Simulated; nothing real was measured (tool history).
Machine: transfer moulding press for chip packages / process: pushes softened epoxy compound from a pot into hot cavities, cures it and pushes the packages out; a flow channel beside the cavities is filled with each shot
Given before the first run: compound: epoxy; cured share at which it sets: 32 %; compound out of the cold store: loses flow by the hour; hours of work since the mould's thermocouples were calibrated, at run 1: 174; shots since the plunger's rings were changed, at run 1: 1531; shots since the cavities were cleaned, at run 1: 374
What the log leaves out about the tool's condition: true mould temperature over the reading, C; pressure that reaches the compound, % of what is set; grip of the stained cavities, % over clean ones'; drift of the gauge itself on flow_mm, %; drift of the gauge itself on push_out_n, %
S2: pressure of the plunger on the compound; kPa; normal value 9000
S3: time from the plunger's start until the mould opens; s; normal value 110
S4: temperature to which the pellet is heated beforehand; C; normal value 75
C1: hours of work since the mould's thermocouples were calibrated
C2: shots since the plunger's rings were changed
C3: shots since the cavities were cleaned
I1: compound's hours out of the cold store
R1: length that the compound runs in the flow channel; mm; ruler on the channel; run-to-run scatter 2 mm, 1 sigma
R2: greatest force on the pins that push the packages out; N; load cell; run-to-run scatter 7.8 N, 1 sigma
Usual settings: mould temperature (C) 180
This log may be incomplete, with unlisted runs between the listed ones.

run 1 hour=0 | mould_temperature_(C)=180 S2=9000 S3=110 S4=75 | C1=174 C2=1531 C3=374 | I1=21.8 | R1=808 R2=444
run 2 hour=9.2 | mould_temperature_(C)=180 S2=9000 S3=101 S4=75 | C1=180 C2=1639 C3=482 | I1=11.4 | R1=855 R2=565
run 3 hour=16.8 | mould_temperature_(C)=180 S2=9000 S3=110 S4=75 | C1=185 C2=1728 C3=571 | I1=15.2 | R1=836 R2=472
-- hour=20.9 cavities cleaned with cleaning compound and waxed
run 4 hour=30.9 | mould_temperature_(C)=180 S2=10250 S3=110 S4=75 | C1=194 C2=1876 C3=117 | I1=18.7 | R1=874 R2=391
run 5 hour=42.6 | mould_temperature_(C)=180 S2=10250 S3=110 S4=75 | C1=201 C2=2014 C3=255 | I1=12.2 | R1=906 R2=452
run 6 hour=52 | mould_temperature_(C)=180 S2=10250 S3=110 S4=75 | C1=208 C2=2124 C3=365 | I1=21.4 | R1=862 R2=440
run 7 hour=62.6 | mould_temperature_(C)=185 S2=9000 S3=110 S4=75 | C1=215 C2=2248 C3=489 | I1=22.1 | R1=784 R2=385
-- hour=73.7 cavities cleaned with cleaning compound and waxed
run 8 hour=75.7 | mould_temperature_(C)=181 S2=9000 S3=110 S4=69 | C1=222 C2=2384 C3=24 | I1=40.1 | R1=733 R2=329
run 9 hour=86.8 | mould_temperature_(C)=181 S2=9000 S3=110 S4=69 | C1=230 C2=2514 C3=154 | I1=18.4 | R1=813 R2=377
run 10 hour=92.9 | mould_temperature_(C)=181 S2=9000 S3=110 S4=69 | C1=234 C2=2587 C3=227 | I1=10 | R1=853 R2=413
run 11 hour=101.1 | mould_temperature_(C)=180 S2=7150 S3=110 S4=73 | C1=239 C2=2683 C3=323 | I1=37.7 | R1=659 R2=407
run 12 hour=107.7 | mould_temperature_(C)=180 S2=9000 S3=110 S4=79 | C1=244 C2=2761 C3=401 | I1=13.7 | R1=830 R2=452
run 13 hour=118.2 | mould_temperature_(C)=180 S2=9000 S3=110 S4=79 | C1=251 C2=2883 C3=523 | I1=14.7 | R1=833 R2=469

Hidden state or all else? Some run-to-run changes of R1, split into what the settings, what came in and random variation would give without the hidden state, and what is left for the hidden state (with any gauge scatter that isn't in both results):
Run 10 -> 11: mould temperature (C) 181 -> 180, S2 9000 -> 7150, S4 69 -> 73. R1 -194 mm: hidden state +4, all else -198.
Run 11 -> 12: S2 7150 -> 9000, S4 73 -> 79. R1 +171 mm: hidden state -5, all else +176.

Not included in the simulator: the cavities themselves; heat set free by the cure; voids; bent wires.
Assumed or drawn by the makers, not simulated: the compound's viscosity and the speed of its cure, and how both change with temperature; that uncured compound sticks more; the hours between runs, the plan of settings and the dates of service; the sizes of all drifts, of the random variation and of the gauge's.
